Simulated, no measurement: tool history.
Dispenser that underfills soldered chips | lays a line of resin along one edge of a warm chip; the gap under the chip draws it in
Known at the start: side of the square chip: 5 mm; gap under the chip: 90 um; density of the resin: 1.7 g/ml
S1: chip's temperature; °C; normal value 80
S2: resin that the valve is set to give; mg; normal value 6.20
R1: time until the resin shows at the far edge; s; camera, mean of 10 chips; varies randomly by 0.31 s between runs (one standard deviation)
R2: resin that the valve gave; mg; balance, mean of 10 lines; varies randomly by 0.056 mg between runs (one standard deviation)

| run | hour | S1 | S2 | R1 | R2 |
|---|---|---|---|---|---|
| 1 | 0.0 | 80 | 6.20 | 9.5 | 5.92 |
|  | 4.2 | new syringe of resin |
| 2 | 9.3 | 80 | 6.20 | 9.1 | 5.85 |
|  | 15.3 | new syringe of resin |
| 3 | 20.4 | 80 | 6.20 | 9.1 | 5.90 |
|  | 26.6 | new syringe of resin |
| 4 | 26.6 | 80 | 6.20 | 7.5 | 5.75 |
|  | 37.7 | new syringe of resin |
| 5 | 37.7 | 80 | 6.20 | 7.6 | 5.72 |
|  | 43.0 | dispensing valve cleaned and set on the balance |
| 6 | 44.7 | 80 | 6.20 | 9.3 | 6.21 |
|  | 50.0 | new syringe of resin |
| 7 | 50.7 | 80 | 6.20 | 7.9 | 6.23 |
|  | 61.0 | new syringe of resin |
| 8 | 61.0 | 80 | 6.20 | 7.6 | 6.21 |
| 9 | 69.3 | 80 | 6.20 | 10.3 | 6.06 |
|  | 72.4 | new syringe of resin |
| 10 | 81.8 | 66 | 6.20 | 18.5 | 6.10 |
|  | 83.7 | new syringe of resin |
| 11 | 91.3 | 66 | 6.20 | 18.1 | 6.03 |
|  | 95.0 | new syringe of resin |
| 12 | 98.5 | 66 | 6.20 | 15.4 | 5.99 |
|  | 106.4 | new syringe of resin |
| 13 | 111.3 | 80 | 6.94 | 8.8 | 6.64 |
|  | 117.3 | new syringe of resin |
| 14 | 118.6 | 80 | 6.94 | 7.9 | 6.61 |
| 15 | 124.1 | 80 | 6.94 | 9.0 | 6.58 |
|  | 128.3 | new syringe of resin |
| 16 | 134.6 | 80 | 6.94 | 9.1 | 6.57 |
|  | 139.5 | new syringe of resin |
| 17 | 146.8 | 80 | 6.20 | 9.8 | 5.91 |
|  | 150.4 | new syringe of resin |
| 18 | 157.7 | 88 | 5.89 | 7.0 | 5.49 |
|  | 161.8 | new syringe of resin |
| 19 | 164.5 | 78 | 7.80 | 8.6 | 7.24 |
|  | 173.2 | new syringe of resin |
|  | 178.5 | dispensing valve cleaned and set on the balance |
| 20 | 178.8 | 89 | 7.47 | 5.9 | 7.53 |
|  | 185.2 | new syringe of resin |
| 21 | 190.2 | 74 | 7.42 | 10.8 | 7.36 |
|  | 196.6 | new syringe of resin |
| 22 | 198.4 | 65 | 6.23 | 15.1 | 6.15 |
|  | 208.0 | new syringe of resin |
| 23 | 208.9 | 72 | 7.83 | 10.5 | 7.59 |
| 24 | 215.8 | 72 | 7.83 | 12.8 | 7.59 |
|  | 219.6 | new syringe of resin |
| 25 | 221.9 | 72 | 7.83 | 10.5 | 7.61 |
|  | 231.1 | new syringe of resin |
| 26 | 231.7 | 72 | 7.83 | 10.8 | 7.55 |
|  | 242.1 | new syringe of resin |
| 27 | 243.4 | 79 | 6.81 | 7.5 | 6.53 |
| 28 | 248.9 | 79 | 7.54 | 9.6 | 7.18 |
|  | 253.1 | new syringe of resin |
| 29 | 256.0 | 77 | 7.45 | 8.3 | 7.17 |
|  | 264.0 | new syringe of resin |
| 30 | 265.3 | 90 | 7.07 | 5.1 | 6.65 |
|  | 275.0 | new syringe of resin |
| 31 | 275.1 | 85 | 7.38 | 5.9 | 7.03 |
|  | 286.2 | new syringe of resin |
| 32 | 287.6 | 65 | 6.03 | 14.5 | 5.57 |
| 33 | 293.1 | 95 | 6.20 | 4.7 | 5.76 |
|  | 297.2 | new syringe of resin |
| 34 | 300.9 | 78 | 6.49 | 9.0 | 5.95 |

Hidden state or all else? Some run-to-run changes of R1, split into what the settings, what came in and random variation would give without the hidden state, and what is left for the hidden state (with any gauge scatter that isn't in both results):
What the log doesn't record here: resin's viscosity, % of fresh resin's; dose that the valve gives, % of what is set; true chip temperature over the reading, C; drift of the gauge itself on fill_s, %; drift of the gauge itself on given_mg, %.
Run 8 -> 9: no setting touched and nothing written in the log between the runs. R1 +2.7 s: hidden state +2.5, all else +0.2.
Run 9 -> 10: S1 80 -> 66, new syringe of resin. R1 +8.2 s: hidden state +2.0, all else +6.2.
Run 11 -> 12: new syringe of resin. R1 -2.7 s: hidden state -2.3, all else -0.4.
Run 23 -> 24: no setting touched and nothing written in the log between the runs. R1 +2.3 s: hidden state +2.8, all else -0.5.
Run 31 -> 32: S1 85 -> 65, S2 7.38 -> 6.03, new syringe of resin. R1 +8.6 s: hidden state -0.3, all else +8.9.
Run 32 -> 33: S1 65 -> 95, S2 6.03 -> 6.20. R1 -9.8 s: hidden state +1.5, all else -11.3.
